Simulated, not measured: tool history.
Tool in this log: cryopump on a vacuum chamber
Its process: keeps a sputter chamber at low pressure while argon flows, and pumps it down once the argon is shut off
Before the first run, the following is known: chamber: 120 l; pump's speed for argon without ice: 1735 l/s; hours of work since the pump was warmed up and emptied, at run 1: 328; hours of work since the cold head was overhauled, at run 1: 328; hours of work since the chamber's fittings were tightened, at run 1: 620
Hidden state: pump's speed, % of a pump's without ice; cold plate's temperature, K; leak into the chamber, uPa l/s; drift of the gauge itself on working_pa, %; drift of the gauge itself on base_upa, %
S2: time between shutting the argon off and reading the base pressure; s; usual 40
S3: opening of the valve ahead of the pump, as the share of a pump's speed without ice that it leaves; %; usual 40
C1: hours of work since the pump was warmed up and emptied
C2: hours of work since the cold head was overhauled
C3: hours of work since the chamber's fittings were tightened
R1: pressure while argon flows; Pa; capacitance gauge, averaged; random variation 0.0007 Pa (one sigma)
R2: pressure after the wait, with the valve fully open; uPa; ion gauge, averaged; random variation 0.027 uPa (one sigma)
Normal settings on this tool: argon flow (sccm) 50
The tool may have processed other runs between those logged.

Run 1, day 0: usual settings; C1 328; C2 328; C3 620. Result: R1 0.1291 Pa, R2 1.52 uPa.
Run 2, day 0.725: usual settings; C1 340; C2 340; C3 632. Result: R1 0.1296 Pa, R2 1.59 uPa.
Run 3, day 1.125: usual settings; C1 347; C2 347; C3 639. Result: R1 0.1297 Pa, R2 1.54 uPa.
Run 4, day 1.504: usual settings; C1 354; C2 354; C3 646. Result: R1 0.1299 Pa, R2 1.56 uPa.
Run 5, day 1.9: usual settings; C1 360; C2 360; C3 652. Result: R1 0.1288 Pa, R2 1.55 uPa.
Run 6, day 2.638: usual settings; C1 373; C2 373; C3 665. Result: R1 0.1303 Pa, R2 1.58 uPa.
Run 7, day 3.283: usual settings but argon flow (sccm) 79; C1 384; C2 384; C3 676. Result: R1 0.2056 Pa, R2 1.62 uPa.
Run 8, day 3.629: usual settings but argon flow (sccm) 79; C1 390; C2 390; C3 682. Result: R1 0.2076 Pa, R2 1.61 uPa.
Run 9, day 4.425: usual settings; C1 404; C2 404; C3 696. Result: R1 0.1307 Pa, R2 1.6 uPa.
Run 10, day 4.992: usual settings but S3 18 %; C1 414; C2 414; C3 706. Result: R1 0.2788 Pa, R2 1.6 uPa.
Run 11, day 5.7: usual settings but S3 18 %; C1 426; C2 426; C3 718. Result: R1 0.2809 Pa, R2 1.59 uPa.
Run 12, day 6.1: usual settings but S3 18 %; C1 433; C2 433; C3 725. Result: R1 0.2818 Pa, R2 1.61 uPa.
Run 13, day 6.558: usual settings but S3 18 %; C1 440; C2 440; C3 733. Result: R1 0.2834 Pa, R2 1.64 uPa.
Run 14, day 7.129: usual settings but S2 217 s, S3 27 %; C1 450; C2 450; C3 742. Result: R1 0.1913 Pa, R2 0.75 uPa.
Run 15, day 7.808: usual settings but argon flow (sccm) 51, S2 69 s, S3 35 %; C1 462; C2 462; C3 754. Result: R1 0.1541 Pa, R2 1.21 uPa.
Run 16, day 8.496: usual settings but argon flow (sccm) 31, S2 50 s, S3 27 %; C1 474; C2 474; C3 766. Result: R1 0.1188 Pa, R2 1.45 uPa.
Run 17, day 8.933: usual settings but argon flow (sccm) 51, S2 178 s, S3 25 %; C1 481; C2 481; C3 773. Result: R1 0.2108 Pa, R2 0.84 uPa.
Run 18, day 9.454: usual settings but argon flow (sccm) 23, S2 216 s, S3 33 %; C1 490; C2 490; C3 782. Result: R1 0.0731 Pa, R2 0.81 uPa.
Run 19, day 10.117: usual settings but argon flow (sccm) 35, S2 35 s, S3 34 %; C1 502; C2 502; C3 794. Result: R1 0.1083 Pa, R2 1.84 uPa.
Run 20, day 10.729: usual settings but argon flow (sccm) 37, S2 127 s, S3 38 %; C1 512; C2 512; C3 804. Result: R1 0.1041 Pa, R2 0.93 uPa.
Run 21, day 11.288: usual settings but argon flow (sccm) 37, S2 127 s, S3 38 %; C1 522; C2 522; C3 814. Result: R1 0.1041 Pa, R2 0.94 uPa.
Run 22, day 11.896: usual settings but argon flow (sccm) 37, S2 127 s, S3 38 %; C1 532; C2 532; C3 824. Result: R1 0.1044 Pa, R2 0.98 uPa.
Run 23, day 12.5: usual settings but argon flow (sccm) 37, S2 127 s, S3 38 %; C1 543; C2 543; C3 835. Result: R1 0.1057 Pa, R2 1.04 uPa.
Run 24, day 12.896: usual settings but argon flow (sccm) 37, S2 127 s, S3 38 %; C1 549; C2 549; C3 842. Result: R1 0.1043 Pa, R2 1.01 uPa.
Run 25, day 13.512: usual settings but argon flow (sccm) 30, S2 175 s, S3 16 %; C1 560; C2 560; C3 852. Result: R1 0.1913 Pa, R2 0.92 uPa.

Here are 4 independent what-if runs from the current tool condition. What would each one return?
Run A, day 14.021: usual settings but argon flow (sccm) 30, S2 175 s, S3 21 %; C1 569; C2 569; C3 861. Result: R1 ?, R2 ?.
Run B, day 14.021: usual settings but S2 105 s, S3 56 %; C1 569; C2 569; C3 861. Result: R1 ?, R2 ?.
Run C, day 14.021: usual settings but argon flow (sccm) 37, S2 129 s, S3 41 %; C1 569; C2 569; C3 861. Result: R1 ?, R2 ?.
Run D, day 14.021: usual settings but argon flow (sccm) 30, S2 195 s, S3 16 %; C1 569; C2 569; C3 861. Result: R1 ?, R2 ?.

run      R1    R2
  A  0.1476  0.93
  B  0.1001  1.03
  C  0.0976  1.01
  D  0.1914  0.89
Stripped of hidden state, with their random variation kept, the same runs would have yielded:
run      R1    R2
  A  0.1394  0.42
  B  0.0864  0.52
  C  0.0875   0.5
  D  0.1831  0.39

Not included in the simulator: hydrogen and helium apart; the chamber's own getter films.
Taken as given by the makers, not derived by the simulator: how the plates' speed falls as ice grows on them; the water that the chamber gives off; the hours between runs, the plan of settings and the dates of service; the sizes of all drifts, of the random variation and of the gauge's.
